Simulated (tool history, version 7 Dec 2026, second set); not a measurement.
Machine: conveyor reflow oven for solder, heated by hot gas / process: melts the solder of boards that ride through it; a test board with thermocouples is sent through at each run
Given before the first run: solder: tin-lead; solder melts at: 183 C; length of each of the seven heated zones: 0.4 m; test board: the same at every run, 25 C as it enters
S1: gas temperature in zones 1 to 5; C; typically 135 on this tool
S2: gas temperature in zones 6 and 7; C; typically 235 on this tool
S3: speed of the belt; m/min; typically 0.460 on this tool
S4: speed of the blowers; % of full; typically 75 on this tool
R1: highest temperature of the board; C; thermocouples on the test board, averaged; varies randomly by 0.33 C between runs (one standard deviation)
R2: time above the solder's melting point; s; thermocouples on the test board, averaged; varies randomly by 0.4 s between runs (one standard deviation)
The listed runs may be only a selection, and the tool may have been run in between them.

Run 1, hour 0.0: usual settings. Result: R1 222.2 C, R2 85.8 s.
Run 2, hour 97.9: usual settings. Result: R1 222.4 C, R2 85.8 s.
Run 3, hour 196.4: usual settings. Result: R1 221.9 C, R2 84.2 s.
Run 4, hour 278.1: usual settings. Result: R1 221.4 C, R2 85.5 s.
Run 5, hour 324.7: usual settings. Result: R1 221.6 C, R2 85.1 s.
Run 6, hour 392.4: usual settings but S2 227 C. Result: R1 213.3 C, R2 77.2 s.
Run 7, hour 436.2: usual settings but S2 227 C. Result: R1 214.1 C, R2 76.6 s.
At hour 449.6: flux residue cleaned out of gas plates and filters.
Run 8, hour 499.0: usual settings. Result: R1 220.6 C, R2 84.0 s.
At hour 545.4: belt drive overhauled, speed set with a stopwatch.
At hour 547.4: thermocouples of zones 6 and 7 changed.
Run 9, hour 565.0: usual settings. Result: R1 218.4 C, R2 79.4 s.
Run 10, hour 661.2: usual settings. Result: R1 218.1 C, R2 78.5 s.
At hour 718.2: flux residue cleaned out of gas plates and filters, once more.
Run 11, hour 718.2: usual settings. Result: R1 221.9 C, R2 82.5 s.
Run 12, hour 785.2: usual settings. Result: R1 221.7 C, R2 82.2 s.
Run 13, hour 846.9: usual settings. Result: R1 220.9 C, R2 82.6 s.
Run 14, hour 930.7: usual settings. Result: R1 221.1 C, R2 82.0 s.
Run 15, hour 1018.2: usual settings. Result: R1 220.6 C, R2 82.0 s.
Run 16, hour 1119.7: usual settings. Result: R1 220.3 C, R2 81.1 s.
At hour 1165.4: flux residue cleaned out of gas plates and filters.
Run 17, hour 1226.8: usual settings. Result: R1 221.7 C, R2 82.6 s.
Run 18, hour 1305.6: usual settings but S1 144 C, S2 227 C, S3 0.412 m/min, S4 51 % of full. Result: R1 215.0 C, R2 90.2 s.
Run 19, hour 1370.0: usual settings but S1 126 C, S2 247 C, S3 0.380 m/min, S4 80 % of full. Result: R1 237.0 C, R2 113.2 s.
At hour 1413.0: thermocouples of zones 6 and 7 changed.
Run 20, hour 1459.1: usual settings but S1 126 C, S2 242 C, S3 0.380 m/min, S4 52 % of full. Result: R1 228.6 C, R2 104.7 s.
Run 21, hour 1519.6: usual settings but S1 126 C, S2 242 C, S3 0.380 m/min, S4 52 % of full. Result: R1 228.4 C, R2 103.9 s.
Run 22, hour 1572.0: usual settings but S1 126 C, S2 242 C, S3 0.380 m/min, S4 52 % of full. Result: R1 228.7 C, R2 103.8 s.
At hour 1616.7: flux residue cleaned out of gas plates and filters.
Run 23, hour 1657.5: usual settings but S1 138 C, S2 248 C. Result: R1 234.0 C, R2 95.1 s.
Run 24, hour 1750.2: usual settings but S2 243 C, S3 0.380 m/min. Result: R1 234.0 C, R2 114.5 s.
Run 25, hour 1848.9: usual settings but S2 234 C, S3 0.503 m/min. Result: R1 217.7 C, R2 72.7 s.
Run 26, hour 1941.4: usual settings but S2 233 C, S3 0.482 m/min. Result: R1 217.3 C, R2 76.6 s.
Run 27, hour 2018.9: usual settings but S4 85 % of full. Result: R1 222.1 C, R2 85.3 s.
At hour 2069.8: flux residue cleaned out of gas plates and filters.
Run 28, hour 2104.9: usual settings but S1 140 C, S2 247 C, S3 0.542 m/min, S4 65 % of full. Result: R1 226.7 C, R2 76.6 s.
Run 29, hour 2185.2: usual settings but S1 140 C, S2 247 C, S3 0.542 m/min, S4 65 % of full. Result: R1 226.7 C, R2 77.6 s.

Each row is a separate what-if for the run after 29, all from the same tool condition, not one after another. Results?
Run A, hour 2233.2: usual settings but S1 125 C, S3 0.400 m/min, S4 59 % of full. Result: R1 ?, R2 ?.
Run B, hour 2233.2: usual settings but S4 80 % of full. Result: R1 ?, R2 ?.
Run C, hour 2233.2: usual settings but S2 247 C, S3 0.541 m/min, S4 82 % of full. Result: R1 ?, R2 ?.

run     R1    R2
  A  222.1  93.8
  B  221.8  85.7
  C  228.3  77.1
The same runs, with their run-to-run variation unchanged, on a tool lacking any hidden condition would have given:
run     R1    R2
  A  222.3  90.7
  B  222.2  83.0
  C  228.5  74.5
